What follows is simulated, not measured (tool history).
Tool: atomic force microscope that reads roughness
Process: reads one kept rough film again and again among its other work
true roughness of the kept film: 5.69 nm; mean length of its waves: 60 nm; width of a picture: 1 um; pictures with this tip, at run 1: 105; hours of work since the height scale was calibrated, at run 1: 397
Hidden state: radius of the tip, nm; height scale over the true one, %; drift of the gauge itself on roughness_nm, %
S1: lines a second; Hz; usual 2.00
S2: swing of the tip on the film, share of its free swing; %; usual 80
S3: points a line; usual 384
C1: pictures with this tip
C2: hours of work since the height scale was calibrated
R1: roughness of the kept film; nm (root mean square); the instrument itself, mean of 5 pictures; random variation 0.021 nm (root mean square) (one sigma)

run	hour	S1	S2	S3	C1	C2	R1
1	0.0	2.00	80	384	105	397	4.923
2	16.1	2.00	80	384	133	409	4.862
3	30.5	2.00	80	384	157	420	4.835
4	45.9	2.00	80	384	184	432	4.789
5	75.5	2.00	80	259	235	455	4.718
6	108.6	2.00	80	259	292	480	4.627
7	130.6	2.27	80	384	329	497	4.515
# hour 142.6: new tip fitted
8	146.9	2.00	80	384	7	509	5.096
9	162.4	2.00	80	384	34	521	5.107
10	195.4	2.00	80	384	91	546	4.959
11	213.3	1.21	80	384	121	560	5.055
12	232.6	0.53	60	290	155	575	5.227
13	259.7	0.70	60	855	201	596	5.142
# hour 263.6: height scale calibrated on a step standard
14	275.3	0.70	60	855	226	9	5.111
15	305.5	2.59	87	713	278	32	4.416
16	335.1	0.63	68	294	329	55	4.867
# hour 345.9: new tip fitted
17	354.4	0.62	87	327	14	69	5.310
18	370.2	2.00	84	384	41	82	4.959

5 ways to go on from here, each from the tool as it stands after run 18. What would each give?
# hour 376.8: height scale calibrated on a step standard, once more
A	394.8	3.25	56	748	82	14	?
# hour 376.8: height scale calibrated on a step standard, once more
B	394.8	0.53	80	555	82	14	?
# hour 376.8: height scale calibrated on a step standard, once more
C	394.8	2.00	80	668	82	14	?
# hour 376.8: height scale calibrated on a step standard, once more
D	394.8	0.74	67	743	82	14	?
# hour 376.8: height scale calibrated on a step standard, once more
E	394.8	0.68	80	384	82	14	?

run	R1
A	5.225
B	5.225
C	4.938
D	5.281
E	5.224
Without the tool's hidden state the same runs would have given:
run	R1
A	5.378
B	5.379
C	5.083
D	5.436
E	5.377

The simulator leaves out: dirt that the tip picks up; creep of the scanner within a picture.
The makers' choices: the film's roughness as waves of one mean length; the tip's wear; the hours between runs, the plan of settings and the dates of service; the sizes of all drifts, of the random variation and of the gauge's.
